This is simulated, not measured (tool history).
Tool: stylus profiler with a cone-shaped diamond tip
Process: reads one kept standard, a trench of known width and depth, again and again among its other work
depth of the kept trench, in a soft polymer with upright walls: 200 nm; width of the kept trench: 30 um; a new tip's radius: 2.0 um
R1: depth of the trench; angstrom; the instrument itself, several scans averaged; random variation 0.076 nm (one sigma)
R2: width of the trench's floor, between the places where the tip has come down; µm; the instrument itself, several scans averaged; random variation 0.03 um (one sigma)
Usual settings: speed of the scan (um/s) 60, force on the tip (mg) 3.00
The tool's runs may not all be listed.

{"run": 1, "hour": 0.0, "speed of the scan (um/s)": 60, "force on the tip (mg)": 3.0, "R1": 2028.9, "R2": 27.6}
{"run": 2, "hour": 8.5, "speed of the scan (um/s)": 60, "force on the tip (mg)": 3.0, "R1": 2028.0, "R2": 27.59}
{"run": 3, "hour": 20.8, "speed of the scan (um/s)": 60, "force on the tip (mg)": 3.0, "R1": 2026.8, "R2": 27.63}
{"run": 4, "hour": 32.2, "speed of the scan (um/s)": 60, "force on the tip (mg)": 3.0, "R1": 2028.4, "R2": 27.6}
{"run": 5, "hour": 40.8, "speed of the scan (um/s)": 60, "force on the tip (mg)": 3.0, "R1": 2028.3, "R2": 27.59}
{"run": 6, "hour": 56.1, "speed of the scan (um/s)": 239, "force on the tip (mg)": 3.0, "R1": 2026.8, "R2": 27.24}
{"run": 7, "hour": 65.1, "speed of the scan (um/s)": 60, "force on the tip (mg)": 2.74, "R1": 2027.0, "R2": 27.6}
{"run": 8, "hour": 77.0, "speed of the scan (um/s)": 60, "force on the tip (mg)": 2.74, "R1": 2025.0, "R2": 27.55}
{"run": 9, "hour": 90.0, "speed of the scan (um/s)": 100, "force on the tip (mg)": 3.0, "R1": 2027.8, "R2": 27.51}
{"hour": 92.1, "done": "height scale calibrated on a step standard"}
{"run": 10, "hour": 106.3, "speed of the scan (um/s)": 100, "force on the tip (mg)": 3.0, "R1": 2028.0, "R2": 27.48}
{"run": 11, "hour": 120.5, "speed of the scan (um/s)": 60, "force on the tip (mg)": 2.18, "R1": 2022.0, "R2": 27.55}
{"hour": 129.6, "done": "height scale calibrated on a step standard, once more"}
{"run": 12, "hour": 137.3, "speed of the scan (um/s)": 60, "force on the tip (mg)": 3.0, "R1": 2028.8, "R2": 27.49}
{"run": 13, "hour": 150.8, "speed of the scan (um/s)": 60, "force on the tip (mg)": 3.0, "R1": 2027.4, "R2": 27.47}
{"run": 14, "hour": 165.2, "speed of the scan (um/s)": 51, "force on the tip (mg)": 3.48, "R1": 2031.6, "R2": 27.52}
{"run": 15, "hour": 172.5, "speed of the scan (um/s)": 51, "force on the tip (mg)": 3.48, "R1": 2030.9, "R2": 27.49}
{"run": 16, "hour": 189.7, "speed of the scan (um/s)": 51, "force on the tip (mg)": 3.48, "R1": 2030.4, "R2": 27.54}
{"run": 17, "hour": 206.3, "speed of the scan (um/s)": 51, "force on the tip (mg)": 3.48, "R1": 2032.5, "R2": 27.51}
{"run": 18, "hour": 216.1, "speed of the scan (um/s)": 89, "force on the tip (mg)": 1.22, "R1": 2014.3, "R2": 27.34}
{"run": 19, "hour": 232.5, "speed of the scan (um/s)": 87, "force on the tip (mg)": 1.64, "R1": 2019.1, "R2": 27.41}
{"run": 20, "hour": 249.3, "speed of the scan (um/s)": 111, "force on the tip (mg)": 1.07, "R1": 2014.8, "R2": 27.22}
{"run": 21, "hour": 265.5, "speed of the scan (um/s)": 111, "force on the tip (mg)": 1.07, "R1": 2012.3, "R2": 27.21}
{"run": 22, "hour": 278.0, "speed of the scan (um/s)": 112, "force on the tip (mg)": 8.55, "R1": 2057.6, "R2": 27.45}
{"run": 23, "hour": 290.4, "speed of the scan (um/s)": 65, "force on the tip (mg)": 3.38, "R1": 2030.5, "R2": 27.42}

4 ways to go on from here, each from the tool as it stands after run 23. What would each give?
{"run": "A", "hour": 308.3, "speed of the scan (um/s)": 17, "force on the tip (mg)": 2.71, "R1": "?", "R2": "?"}
{"run": "B", "hour": 308.3, "speed of the scan (um/s)": 96, "force on the tip (mg)": 2.98, "R1": "?", "R2": "?"}
{"run": "C", "hour": 308.3, "speed of the scan (um/s)": 91, "force on the tip (mg)": 3.0, "R1": "?", "R2": "?"}
{"run": "D", "hour": 308.3, "speed of the scan (um/s)": 20, "force on the tip (mg)": 2.38, "R1": "?", "R2": "?"}

run=A R1=2025.9 R2=27.53
run=B R1=2028.2 R2=27.37
run=C R1=2028.3 R2=27.40
run=D R1=2025.3 R2=27.49
Without the tool's hidden state the same runs would have given:
run=A R1=2027.3 R2=28.25
run=B R1=2029.7 R2=28.08
run=C R1=2029.7 R2=28.11
run=D R1=2026.7 R2=28.20

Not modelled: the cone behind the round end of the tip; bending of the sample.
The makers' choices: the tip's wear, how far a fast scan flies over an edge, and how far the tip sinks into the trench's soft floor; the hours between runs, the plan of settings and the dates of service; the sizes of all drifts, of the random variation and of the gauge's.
